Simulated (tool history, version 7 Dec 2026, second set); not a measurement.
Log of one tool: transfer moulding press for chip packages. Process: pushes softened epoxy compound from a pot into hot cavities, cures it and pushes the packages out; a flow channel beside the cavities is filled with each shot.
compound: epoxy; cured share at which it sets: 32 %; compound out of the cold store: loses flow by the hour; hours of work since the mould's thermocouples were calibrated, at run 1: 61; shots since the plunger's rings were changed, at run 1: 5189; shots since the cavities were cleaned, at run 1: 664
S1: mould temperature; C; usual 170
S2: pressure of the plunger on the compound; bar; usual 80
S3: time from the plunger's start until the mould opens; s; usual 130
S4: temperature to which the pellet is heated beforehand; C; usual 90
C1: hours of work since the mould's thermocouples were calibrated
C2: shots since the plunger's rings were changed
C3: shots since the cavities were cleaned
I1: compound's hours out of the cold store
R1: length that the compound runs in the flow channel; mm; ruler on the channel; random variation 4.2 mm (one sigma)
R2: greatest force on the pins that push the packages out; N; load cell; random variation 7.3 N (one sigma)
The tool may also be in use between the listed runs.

run    day   S1    S2   S3  S4   C1    C2    C3    I1   R1   R2
  1      0  170    80  130  90   61  5189   664  37.6  530  314
  2  0.379  170    80  130  90   68  5293   768  19.5  579  316
  3  0.717  170    80  121  90   73  5384   859  14.2  588  364
  4  1.104  170    80  122  90   80  5490   965    20  570  341
  5  1.354  170    80  122  90   84  5558  1033  39.1  519  321
     1.442  -- cavities cleaned with cleaning compound and waxed
  6  1.712  170    80  122  90   90  5638    74  21.2  561  338
  7  2.117  170    80  118  90   97  5749   185  10.7  592  387
  8  2.404  165    80  130  90  102  5827   263    41  524  399
  9   2.65  170    80  130  90  106  5894   330  44.2  506  300
 10  3.025  170    80  130  90  112  5996   432  21.7  569  308
 11  3.279  170    80  130  90  117  6064   500  10.7  599  328
 12  3.625  170    80  130  90  123  6158   594  21.7  570  298
 13  3.867  170    80  130  90  127  6224   660  46.8  498  294
 14  4.046  170    80  166  90  130  6274   710  14.6  585  254
 15  4.454  172  93.4  162  83  137  6384   820  34.3  572  249
 16  4.771  165  68.2  126  92  143  6471   907  29.6  518  439
 17  5.162  165  68.2  126  92  149  6577  1013  12.4  565  465
     5.325  -- cavities cleaned with cleaning compound and waxed
 18  5.538  174    80  140  90  155  6662    58  38.8  517  253
     5.679  -- plunger's sealing rings changed
 19  5.971  170    80  117  88  160    79   147  18.7  572  374
 20  6.196  170  72.7  130  88  164   140   208  29.6  527  324
 21  6.396  178    80  152  94  168   196   264  12.3  584  238
 22  6.746  170    80  117  84  174   291   359  19.9  570  367
 23  6.946  170    80  130  90  177   345   413  15.8  580  319
 24  7.154  163  65.1  120  86  181   401   469  40.2  482  555
 25   7.55  163    80  123  85  188   509   577    45  518  511
 26  7.888  163    80  123  85  194   601   669  17.8  592  554
 27  8.221  163    80  123  85  199   692   760  22.7  583  552
 28  8.621  163    80  123  85  206   801   869  46.6  510  507

4 ways to go on from here, each from the tool as it stands after run 28. What would each give?
  A  8.817  174    80  119   90  210  853  921  32.5   ?   ?
  B  8.817  177    80  123   85  210  853  921  29.9   ?   ?
  C  8.817  163  92.6  123   85  210  853  921   8.8   ?   ?
  D  8.817  170    80  130  100  210  853  921  16.1   ?   ?

run   R1   R2
  A  535  298
  B  529  283
  C  667  579
  D  577  306
Without the tool's hidden state the same runs would have given:
run   R1   R2
  A  535  294
  B  529  279
  C  667  571
  D  577  302

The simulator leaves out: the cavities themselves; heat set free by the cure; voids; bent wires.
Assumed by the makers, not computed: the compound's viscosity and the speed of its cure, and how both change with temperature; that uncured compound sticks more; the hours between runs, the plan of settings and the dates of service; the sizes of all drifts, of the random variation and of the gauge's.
